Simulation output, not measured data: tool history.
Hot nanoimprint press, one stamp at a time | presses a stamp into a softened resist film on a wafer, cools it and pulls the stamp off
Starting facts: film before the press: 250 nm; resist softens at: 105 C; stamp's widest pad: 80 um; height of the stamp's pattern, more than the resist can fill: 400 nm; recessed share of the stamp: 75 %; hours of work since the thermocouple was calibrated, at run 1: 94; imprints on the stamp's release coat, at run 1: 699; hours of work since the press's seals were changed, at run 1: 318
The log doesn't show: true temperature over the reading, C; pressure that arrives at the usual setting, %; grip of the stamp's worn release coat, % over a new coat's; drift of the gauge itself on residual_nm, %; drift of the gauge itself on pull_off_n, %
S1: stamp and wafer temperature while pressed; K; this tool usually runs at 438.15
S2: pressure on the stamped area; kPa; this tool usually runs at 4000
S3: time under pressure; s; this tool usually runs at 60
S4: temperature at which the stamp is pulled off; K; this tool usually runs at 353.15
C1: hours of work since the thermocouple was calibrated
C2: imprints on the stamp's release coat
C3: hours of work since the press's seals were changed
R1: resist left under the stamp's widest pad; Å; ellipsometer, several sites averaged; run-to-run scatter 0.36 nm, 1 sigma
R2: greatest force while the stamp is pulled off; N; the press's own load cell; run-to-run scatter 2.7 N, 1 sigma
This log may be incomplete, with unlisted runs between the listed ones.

run   hour      S1    S2  S3      S4   C1    C2   C3    R1   R2
  1    0.0  438.15  4000  60  353.15   94   699  318  1496  265
  2    8.2  438.15  4000  60  353.15  100   722  324  1504  265
  3   22.4  438.15  4000  60  353.15  109   761  333  1505  262
  4   37.2  438.15  4000  60  347.15  118   801  342  1503  270
  5   48.2  438.15  4000  60  347.15  125   831  349  1507  278
  6   61.8  438.15  3220  60  353.15  134   868  358  1611  274
  7   70.3  438.15  3220  60  353.15  139   891  363  1607  267
  8   88.4  429.15  2480  34  347.15  151   941  375  2229  281
  9   97.8  429.15  2480  34  347.15  157   967  381  2219  284
 10  111.5  438.15  4000  60  354.15  166  1004  390  1513  272
 11  120.1  441.15  4000  46  353.15  171  1027  395  1519  276
 12  133.3  436.15  3690  78  348.15  180  1064  403  1513  287
 13  143.7  440.15  4060  35  340.15  186  1092  410  1686  304
 14  161.9  450.15  3800  64  353.15  198  1142  422  1055  280

Here are 3 independent what-if runs from the current tool condition. What would each one return?
  A  176.3  433.15  6070  60  360.15  207  1181  431   ?   ?
  B  176.3  450.15  3800  49  353.15  207  1181  431   ?   ?
  C  176.3  450.15  3800  64  360.15  207  1181  431   ?   ?

run    R1   R2
  A  1542  263
  B  1176  279
  C  1062  263
With no hidden state in the tool, these same runs would have given:
run    R1   R2
  A  1486  222
  B  1135  236
  C  1022  222
